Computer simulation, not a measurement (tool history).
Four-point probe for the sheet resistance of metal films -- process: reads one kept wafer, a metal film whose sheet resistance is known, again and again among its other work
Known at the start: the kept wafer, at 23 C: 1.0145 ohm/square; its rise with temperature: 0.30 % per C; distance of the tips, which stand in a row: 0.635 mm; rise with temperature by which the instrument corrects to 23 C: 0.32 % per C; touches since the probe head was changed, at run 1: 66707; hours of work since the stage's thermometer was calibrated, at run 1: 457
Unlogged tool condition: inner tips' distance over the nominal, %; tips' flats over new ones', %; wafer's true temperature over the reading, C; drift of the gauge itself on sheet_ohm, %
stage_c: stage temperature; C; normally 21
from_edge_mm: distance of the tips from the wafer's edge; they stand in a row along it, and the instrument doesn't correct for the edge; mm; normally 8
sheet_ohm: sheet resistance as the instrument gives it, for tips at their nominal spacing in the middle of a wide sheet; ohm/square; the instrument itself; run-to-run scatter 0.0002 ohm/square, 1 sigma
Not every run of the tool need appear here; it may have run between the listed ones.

run	hour	stage_c	from_edge_mm	touches since the probe head was changed	hours of work since the stage's thermometer was calibrated	sheet_ohm
1	0.0	21	8	66707	457	1.023855
2	51.3	21	8	68414	493	1.023980
3	113.8	21	8	70494	536	1.024578
4	192.3	21	8	73107	590	1.024435
5	241.4	21	8	74741	624	1.024318
6	293.2	21	35	76462	660	1.021556
7	376.9	21	35	79248	718	1.021650
8	425.0	21	35	80849	751	1.021644
9	487.1	21	35	82917	794	1.022204
10	528.8	33	8	84303	823	1.023808
11	587.7	33	8	86263	864	1.023600
12	641.1	33	8	88041	901	1.024002
13	705.6	33	8	90185	945	1.024265
14	760.8	21	8	92023	984	1.026191
15	811.0	21	8	93691	1018	1.026356
# hour 816.6: stage's thermometer calibrated
16	857.5	21	8	95224	28	1.027076
17	912.8	21	8	97063	67	1.027381
18	979.7	21	8	99290	113	1.027580
19	1042.6	21	46	101383	156	1.024496
20	1108.2	21	7	103565	202	1.029319
21	1144.5	25	8	104774	227	1.027226
22	1209.8	24	8	106948	272	1.027580
# hour 1264.0: stage's thermometer calibrated, once more
23	1276.9	29	21	109162	9	1.022499
24	1328.0	29	21	110862	44	1.022946
25	1391.0	33	22	112960	88	1.022373
26	1427.1	33	3	114159	113	1.045978
27	1470.3	33	3	115598	143	1.045822
28	1547.9	33	3	118180	196	1.046532
29	1615.2	32	9	120419	243	1.025147
30	1654.1	30	9	121712	270	1.025390
31	1711.6	30	9	123627	310	1.025977
32	1758.4	29	20	125183	342	1.024052
33	1842.0	26	65	127965	400	1.023918
34	1911.4	23	5	130277	448	1.033900
35	1962.4	18	5	131973	483	1.034622
36	2032.1	18	4	134293	531	1.039885
37	2105.4	23	7	136729	582	1.030096
38	2186.4	23	7	139426	638	1.030027
39	2259.1	21	11	141844	688	1.028430
40	2315.7	28	74	143730	727	1.024993
41	2394.8	20	13	146360	782	1.028114
42	2442.8	23	13	147958	815	1.027745
43	2482.2	23	13	149267	842	1.027696
44	2533.4	28	7	150972	878	1.030440

Alternative continuations, all from the tool just after run 44; predict every row:
A	2569.5	27	17	152175	903	?
B	2569.5	26	7	152175	903	?
C	2569.5	28	5	152175	903	?
D	2569.5	28	8	152175	903	?

run	sheet_ohm
A	1.027027
B	1.030822
C	1.034723
D	1.029222
Without the tool's unlogged condition, the same runs would have read:
run	sheet_ohm
A	1.014776
B	1.018527
C	1.022390
D	1.016950

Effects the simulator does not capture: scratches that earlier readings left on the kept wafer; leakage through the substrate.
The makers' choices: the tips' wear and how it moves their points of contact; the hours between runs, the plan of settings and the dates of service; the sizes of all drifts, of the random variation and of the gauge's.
